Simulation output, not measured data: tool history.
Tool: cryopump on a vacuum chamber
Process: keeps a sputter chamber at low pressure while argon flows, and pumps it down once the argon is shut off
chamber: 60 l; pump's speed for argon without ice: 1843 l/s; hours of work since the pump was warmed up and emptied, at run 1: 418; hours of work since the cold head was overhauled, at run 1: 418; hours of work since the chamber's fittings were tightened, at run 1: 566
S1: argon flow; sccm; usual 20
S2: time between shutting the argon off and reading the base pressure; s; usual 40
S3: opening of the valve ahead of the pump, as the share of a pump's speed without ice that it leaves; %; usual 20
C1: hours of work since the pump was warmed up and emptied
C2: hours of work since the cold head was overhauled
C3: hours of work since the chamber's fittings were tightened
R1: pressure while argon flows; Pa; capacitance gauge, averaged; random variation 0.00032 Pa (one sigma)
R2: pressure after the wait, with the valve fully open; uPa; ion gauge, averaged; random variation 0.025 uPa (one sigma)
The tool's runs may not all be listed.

run,hour,S1,S2,S3,C1,C2,C3,R1,R2
1,0.0,20,40,20,418,418,566,0.0953,1.53
2,8.0,20,20,20,424,424,572,0.0949,2.38
3,23.5,20,119,20,435,435,583,0.0957,1.00
4,31.3,20,40,20,441,441,589,0.0946,1.52
5,47.3,20,40,20,452,452,600,0.0946,1.53
6,61.3,20,40,20,462,462,610,0.0956,1.49
7,75.8,20,40,20,472,472,621,0.0954,1.56
8,87.6,20,40,20,481,481,629,0.0945,1.62
9,102.6,20,40,20,492,492,640,0.0954,1.62
10,119.6,20,40,20,504,504,652,0.0951,1.63
11,132.3,27,40,29,513,513,661,0.0902,1.67
12,143.5,12,67,20,521,521,669,0.0574,1.25
13,153.7,11,58,20,528,528,677,0.0521,1.41
14,162.0,12,58,25,534,534,683,0.0460,1.44
15,177.0,12,58,25,545,545,693,0.0465,1.43
16,188.3,12,58,25,553,553,701,0.0467,1.42
17,200.2,22,40,28,562,562,710,0.0760,1.61

3 ways to go on from here, each from the tool as it stands after run 17. What would each give?
A,212.3,13,183,17,570,570,719,?,?
B,212.3,22,28,53,570,570,719,?,?
C,212.3,20,40,53,570,570,719,?,?

run,R1,R2
A,0.0728,1.08
B,0.0427,2.09
C,0.0385,1.67
Without the tool's hidden state the same runs would have given:
run,R1,R2
A,0.0702,0.37
B,0.0382,1.37
C,0.0344,0.97

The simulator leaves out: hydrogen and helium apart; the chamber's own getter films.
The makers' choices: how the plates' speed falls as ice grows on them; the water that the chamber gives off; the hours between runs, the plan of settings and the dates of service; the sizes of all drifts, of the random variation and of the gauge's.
